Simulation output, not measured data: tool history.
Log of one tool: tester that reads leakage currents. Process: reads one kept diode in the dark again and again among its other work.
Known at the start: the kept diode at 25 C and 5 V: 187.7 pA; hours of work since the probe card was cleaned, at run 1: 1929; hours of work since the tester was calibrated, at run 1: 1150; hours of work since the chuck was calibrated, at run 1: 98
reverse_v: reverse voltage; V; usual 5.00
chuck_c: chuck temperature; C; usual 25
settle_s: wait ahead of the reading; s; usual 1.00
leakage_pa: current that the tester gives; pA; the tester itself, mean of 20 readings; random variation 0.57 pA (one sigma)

run    hour  reverse_v  chuck_c  settle_s  hours of work since the probe card was cleaned  hours of work since the tester was calibrated  hours of work since the chuck was calibrated  leakage_pa
  1     0.0       5.00       25      1.00                                            1929                                           1150                                            98      192.85
  2    37.8       5.00       25      1.00                                            1958                                           1179                                           127      192.01
  3    74.9       5.00       25      1.00                                            1987                                           1207                                           155      192.51
  4   141.4       5.00       25      0.86                                            2038                                           1259                                           206      193.96
  5   181.8       5.00       25      0.86                                            2069                                           1290                                           238      195.32
  6   250.6       2.78       25      1.00                                            2122                                           1343                                           290      149.24
  7   290.2       2.78       25      1.00                                            2152                                           1373                                           321      150.22
  8   359.7       2.78       25      1.00                                            2206                                           1426                                           374      150.50
  9   397.7       2.78       25      1.00                                            2235                                           1456                                           403      150.70
 10   458.9       2.78       25      1.00                                            2282                                           1503                                           451      150.94
 11   516.1       2.78       25      1.00                                            2326                                           1547                                           495      152.07
 12   546.1       5.00       25      1.00                                            2349                                           1570                                           518      197.86
 13   581.5       5.00       25      1.00                                            2376                                           1597                                           545      198.00
 14   621.4       5.00       25      1.00                                            2407                                           1628                                           576      199.13
 15   692.2       5.00       25      1.00                                            2461                                           1682                                           630      200.75
 16   723.1       5.00       25      1.00                                            2485                                           1706                                           654      198.86
 17   761.8       5.00       25      1.00                                            2515                                           1736                                           683      200.21
 18   809.9       5.00       25      1.00                                            2552                                           1773                                           720      200.83
 19   866.9       5.00       25      5.18                                            2596                                           1816                                           764      202.03
 20   896.9       5.00       25      5.18                                            2619                                           1839                                           787      200.98
 21   933.9       1.42       28      3.01                                            2647                                           1868                                           816      151.77
 22   973.2       1.91       58      9.36                                            2678                                           1898                                           846     2308.92
 23  1039.3       4.39       24      3.79                                            2728                                           1949                                           897      173.93
 24  1074.5       4.39       24      3.79                                            2755                                           1976                                           924      173.78
 25  1111.9       9.53       37      0.44                                            2784                                           2005                                           953      817.86
 26  1176.2       9.53       23      6.14                                            2834                                           2054                                          1002      225.97
 27  1217.3      10.49       23      6.14                                            2865                                           2086                                          1034      238.14
 28  1248.4      10.49       23      6.14                                            2889                                           2110                                          1058      238.93
 29  1294.0      10.49       23      6.14                                            2924                                           2145                                          1093      238.58
 30  1336.4      13.68       23      6.14                                            2957                                           2177                                          1125      271.40
 31  1394.6      13.68       25      0.35                                            3002                                           2222                                          1170      329.92
 32  1457.7      13.68       22      0.35                                            3050                                           2271                                          1218      252.24
 33  1495.8       8.81       27      0.35                                            3079                                           2300                                          1248      322.71
 34  1556.6       7.23       24      0.35                                            3126                                           2347                                          1295      225.89
 35  1594.5       7.23       24      0.35                                            3155                                           2376                                          1324      226.24
 36  1646.8       6.78       38      0.35                                            3195                                           2416                                          1364      788.99
 37  1681.8       2.66       41      0.32                                            3222                                           2443                                          1391      673.46
 38  1716.2       2.66       41      0.32                                            3249                                           2469                                          1417      676.47
 39  1747.2       2.66       41      0.32                                            3273                                           2493                                          1441      676.90
 40  1803.9       2.66       41      0.32                                            3316                                           2537                                          1485      676.90

3 ways to go on from here, each from the tool as it stands after run 40. What would each give?
  A  1859.7       2.30       50      1.29                                            3359                                           2580                                          1528           ?
  B  1859.7      17.45       25      0.73                                            3359                                           2580                                          1528           ?
  C  1859.7       8.93       25      0.46                                            3359                                           2580                                          1528           ?

run  leakage_pa
  A     1363.37
  B      377.95
  C      276.74
Without the tool's hidden state the same runs would have given:
run  leakage_pa
  A     1263.12
  B      327.58
  C      244.02

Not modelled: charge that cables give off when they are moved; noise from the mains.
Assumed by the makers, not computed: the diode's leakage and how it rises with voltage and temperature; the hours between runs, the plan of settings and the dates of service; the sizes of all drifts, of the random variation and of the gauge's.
